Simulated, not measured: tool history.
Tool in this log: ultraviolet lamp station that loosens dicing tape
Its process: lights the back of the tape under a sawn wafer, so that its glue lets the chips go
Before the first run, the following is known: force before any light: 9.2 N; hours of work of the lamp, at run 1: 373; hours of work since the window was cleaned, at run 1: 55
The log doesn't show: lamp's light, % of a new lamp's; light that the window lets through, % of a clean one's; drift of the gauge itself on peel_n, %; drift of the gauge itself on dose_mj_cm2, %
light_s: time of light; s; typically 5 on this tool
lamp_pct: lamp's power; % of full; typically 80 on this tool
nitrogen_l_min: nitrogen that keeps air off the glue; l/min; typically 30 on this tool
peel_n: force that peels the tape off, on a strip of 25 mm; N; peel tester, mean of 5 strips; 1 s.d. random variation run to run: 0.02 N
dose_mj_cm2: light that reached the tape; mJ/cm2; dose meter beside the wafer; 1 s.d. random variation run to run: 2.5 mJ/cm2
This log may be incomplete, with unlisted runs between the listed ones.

run,day,light_s,lamp_pct,nitrogen_l_min,hours of work of the lamp,hours of work since the window was cleaned,peel_n,dose_mj_cm2
1,0.000,5,80,30,373,55,1.007,295
2,3.971,5,80,41,432,114,0.797,300
3,7.412,5,80,41,483,165,0.821,300
4,10.279,5,80,41,525,207,0.804,297
5,12.038,5,80,41,551,233,0.796,298
6,14.838,5,80,41,593,274,0.807,297
7,17.038,5,80,30,625,307,0.985,298
8,20.096,5,80,11,670,352,1.924,299
9,23.729,5,80,11,724,406,1.889,298
# day 27.625: lamp changed
10,27.708,5,80,15,1,464,1.548,301
11,31.192,5,80,15,53,516,1.540,300
12,33.079,5,99,30,81,544,0.599,370
# day 33.467: window cleaned of glue's vapour
13,37.046,5,85,30,139,53,0.875,318
14,40.325,5,80,30,188,101,0.958,293
15,43.225,5,80,30,231,144,0.980,301
16,45.592,5,79,30,266,179,1.039,296
17,49.329,5,79,30,321,235,1.053,298
18,51.521,5,79,30,353,267,1.039,292
19,54.021,5,79,30,390,304,1.008,301
20,57.704,5,80,9,445,359,2.153,298
21,61.554,5,65,9,502,416,2.772,246
22,63.308,5,65,9,528,442,2.740,243
23,67.038,5,65,9,583,497,2.795,240
# day 70.717: window cleaned of glue's vapour
24,70.717,8,65,9,637,0,1.329,386
25,73.412,3,99,57,677,40,1.292,223
26,77.058,3,73,11,731,94,3.748,164
27,79.292,4,98,14,764,127,1.699,292
# day 80.288: lamp changed
28,82.675,2,90,14,35,176,4.328,134
29,84.662,2,90,14,65,206,4.103,136
30,87.838,4,79,28,112,253,1.624,234
31,90.108,5,91,28,145,286,0.799,340
32,93.467,8,69,17,195,336,0.751,411
33,95.608,8,69,17,227,368,0.727,412
34,98.404,5,73,30,268,409,1.201,275
35,102.312,6,84,13,326,467,1.130,376
36,105.629,6,74,14,375,516,1.313,330
37,107.512,7,80,14,403,544,0.866,419
# day 107.921: window cleaned of glue's vapour
38,109.388,7,76,30,430,22,0.517,400
39,112.733,7,76,11,480,71,1.128,395
40,115.638,5,80,51,523,114,0.713,301
41,118.762,5,80,51,569,160,0.697,296

Predict the results of run 42:
42,120.625,4,67,9,597,188,?,?

Run 42 measured peel_n 3.406 N, dose_mj_cm2 203 mJ/cm2.
Minus the tool's unlogged condition, the same run would have read peel_n 3.398 N, dose_mj_cm2 204 mJ/cm2.
